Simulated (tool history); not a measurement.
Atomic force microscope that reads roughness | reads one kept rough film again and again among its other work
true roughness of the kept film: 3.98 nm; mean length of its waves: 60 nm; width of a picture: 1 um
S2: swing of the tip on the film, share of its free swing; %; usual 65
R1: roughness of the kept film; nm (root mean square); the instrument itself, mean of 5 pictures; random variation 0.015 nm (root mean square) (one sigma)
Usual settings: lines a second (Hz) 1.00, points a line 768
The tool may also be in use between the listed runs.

run 1 hour=0.0 | lines_a_second_(Hz)=1.00 S2=65 points_a_line=768 | R1=3.671
-- hour=19.5 new tip fitted
run 2 hour=48.4 | lines_a_second_(Hz)=1.00 S2=65 points_a_line=768 | R1=3.643
run 3 hour=70.3 | lines_a_second_(Hz)=1.00 S2=65 points_a_line=768 | R1=3.662
-- hour=97.6 new tip fitted
run 4 hour=119.4 | lines_a_second_(Hz)=1.00 S2=65 points_a_line=768 | R1=3.657
run 5 hour=153.4 | lines_a_second_(Hz)=1.00 S2=65 points_a_line=768 | R1=3.659
-- hour=177.4 new tip fitted
run 6 hour=183.4 | lines_a_second_(Hz)=1.00 S2=65 points_a_line=768 | R1=3.653
run 7 hour=221.6 | lines_a_second_(Hz)=1.00 S2=65 points_a_line=540 | R1=3.668
run 8 hour=244.2 | lines_a_second_(Hz)=0.77 S2=65 points_a_line=768 | R1=3.672
-- hour=256.1 new tip fitted
run 9 hour=282.9 | lines_a_second_(Hz)=0.80 S2=65 points_a_line=768 | R1=3.719
run 10 hour=322.7 | lines_a_second_(Hz)=1.00 S2=65 points_a_line=768 | R1=3.658
-- hour=335.7 new tip fitted
run 11 hour=369.7 | lines_a_second_(Hz)=1.00 S2=65 points_a_line=590 | R1=3.650
run 12 hour=390.5 | lines_a_second_(Hz)=0.67 S2=65 points_a_line=768 | R1=3.734
-- hour=414.3 new tip fitted
run 13 hour=426.0 | lines_a_second_(Hz)=1.00 S2=65 points_a_line=768 | R1=3.679
run 14 hour=476.8 | lines_a_second_(Hz)=1.00 S2=65 points_a_line=768 | R1=3.660
-- hour=493.1 new tip fitted
run 15 hour=503.2 | lines_a_second_(Hz)=0.73 S2=65 points_a_line=768 | R1=3.723
run 16 hour=533.6 | lines_a_second_(Hz)=0.73 S2=65 points_a_line=768 | R1=3.687
run 17 hour=559.6 | lines_a_second_(Hz)=0.73 S2=65 points_a_line=768 | R1=3.699
-- hour=571.2 new tip fitted
run 18 hour=595.4 | lines_a_second_(Hz)=1.00 S2=65 points_a_line=768 | R1=3.656
run 19 hour=621.7 | lines_a_second_(Hz)=1.00 S2=65 points_a_line=768 | R1=3.664
-- hour=649.2 new tip fitted
run 20 hour=672.6 | lines_a_second_(Hz)=1.00 S2=65 points_a_line=768 | R1=3.675
run 21 hour=719.1 | lines_a_second_(Hz)=1.00 S2=65 points_a_line=308 | R1=3.629
-- hour=727.4 new tip fitted
run 22 hour=740.6 | lines_a_second_(Hz)=1.69 S2=76 points_a_line=484 | R1=3.362
run 23 hour=780.7 | lines_a_second_(Hz)=1.11 S2=65 points_a_line=383 | R1=3.647
-- hour=805.2 new tip fitted
run 24 hour=826.7 | lines_a_second_(Hz)=1.04 S2=65 points_a_line=401 | R1=3.654
run 25 hour=849.1 | lines_a_second_(Hz)=1.43 S2=79 points_a_line=579 | R1=3.372
-- hour=884.9 new tip fitted
run 26 hour=899.4 | lines_a_second_(Hz)=1.43 S2=79 points_a_line=579 | R1=3.400

Forecast run 27:
run 27 hour=945.5 | lines_a_second_(Hz)=1.30 S2=66 points_a_line=264 | R1=?

R1: 3.595 nm (root mean square)
Without the tool's hidden state the same run would have given R1 3.599 nm (root mean square).
